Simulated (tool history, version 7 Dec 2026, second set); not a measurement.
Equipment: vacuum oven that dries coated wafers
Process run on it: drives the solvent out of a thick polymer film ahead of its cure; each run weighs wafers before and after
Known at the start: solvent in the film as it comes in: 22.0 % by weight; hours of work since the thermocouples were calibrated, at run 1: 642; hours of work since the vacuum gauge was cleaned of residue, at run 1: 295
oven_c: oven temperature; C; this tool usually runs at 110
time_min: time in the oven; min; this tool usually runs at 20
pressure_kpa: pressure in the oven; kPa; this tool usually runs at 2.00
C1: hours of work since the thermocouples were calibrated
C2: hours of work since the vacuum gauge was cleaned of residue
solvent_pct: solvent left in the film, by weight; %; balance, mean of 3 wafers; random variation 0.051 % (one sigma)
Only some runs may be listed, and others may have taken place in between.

Run 1, hour 0.0: usual settings; C1 642; C2 295. Result: solvent_pct 1.70 %.
Run 2, hour 9.0: usual settings; C1 647; C2 300. Result: solvent_pct 1.66 %.
Run 3, hour 18.2: usual settings; C1 652; C2 305. Result: solvent_pct 1.64 %.
Run 4, hour 28.1: usual settings but time_min 31 min; C1 657; C2 310. Result: solvent_pct 0.74 %.
Run 5, hour 39.3: usual settings but time_min 31 min; C1 663; C2 316. Result: solvent_pct 0.68 %.
Run 6, hour 50.5: usual settings but pressure_kpa 1.10 kPa; C1 669; C2 322. Result: solvent_pct 1.44 %.
Run 7, hour 57.1: usual settings but oven_c 104 C, pressure_kpa 1.10 kPa; C1 672; C2 326. Result: solvent_pct 2.85 %.
At hour 61.3: oven's thermocouples calibrated.
Run 8, hour 69.5: usual settings; C1 4; C2 331. Result: solvent_pct 1.37 %.
Run 9, hour 76.8: usual settings; C1 8; C2 335. Result: solvent_pct 1.29 %.
Run 10, hour 87.0: usual settings; C1 14; C2 341. Result: solvent_pct 1.37 %.
Run 11, hour 101.3: usual settings; C1 21; C2 348. Result: solvent_pct 1.36 %.
Run 12, hour 108.8: usual settings but oven_c 116 C, time_min 23 min; C1 25; C2 352. Result: solvent_pct 0.59 %.
Run 13, hour 120.6: usual settings but oven_c 116 C, time_min 22 min, pressure_kpa 1.46 kPa; C1 32; C2 359. Result: solvent_pct 0.47 %.
Run 14, hour 127.1: usual settings but oven_c 114 C, pressure_kpa 6.52 kPa; C1 35; C2 362. Result: solvent_pct 1.84 %.
Run 15, hour 140.4: usual settings but oven_c 114 C, pressure_kpa 6.52 kPa; C1 42; C2 369. Result: solvent_pct 1.87 %.
Run 16, hour 154.4: usual settings but oven_c 121 C, pressure_kpa 1.29 kPa; C1 49; C2 376. Result: solvent_pct 0.31 %.
Run 17, hour 164.4: usual settings but oven_c 121 C, pressure_kpa 1.29 kPa; C1 55; C2 382. Result: solvent_pct 0.33 %.
Run 18, hour 173.3: usual settings but time_min 18 min; C1 60; C2 387. Result: solvent_pct 1.79 %.
Run 19, hour 182.9: usual settings but oven_c 97 C, time_min 18 min; C1 65; C2 392. Result: solvent_pct 6.02 %.
Run 20, hour 190.3: usual settings but oven_c 109 C, time_min 22 min, pressure_kpa 6.36 kPa; C1 69; C2 396. Result: solvent_pct 2.46 %.
Run 21, hour 203.3: usual settings but oven_c 109 C, time_min 22 min, pressure_kpa 6.36 kPa; C1 75; C2 402. Result: solvent_pct 2.44 %.
Run 22, hour 211.0: usual settings but oven_c 109 C, time_min 22 min, pressure_kpa 6.36 kPa; C1 80; C2 407. Result: solvent_pct 2.47 %.

How the hidden state differs across the entries between the runs, from the last listed run before each to the first after it:
Runs 7 to 8: oven's thermocouples calibrated (hour 61.3)
  true wafer temperature over the reading, C: -1.57 -> -0.31; true pressure over the reading, kPa: 0.034 -> 0.035
  measured result minus the result with no hidden state, solvent_pct: +0.46 -> +0.06 %
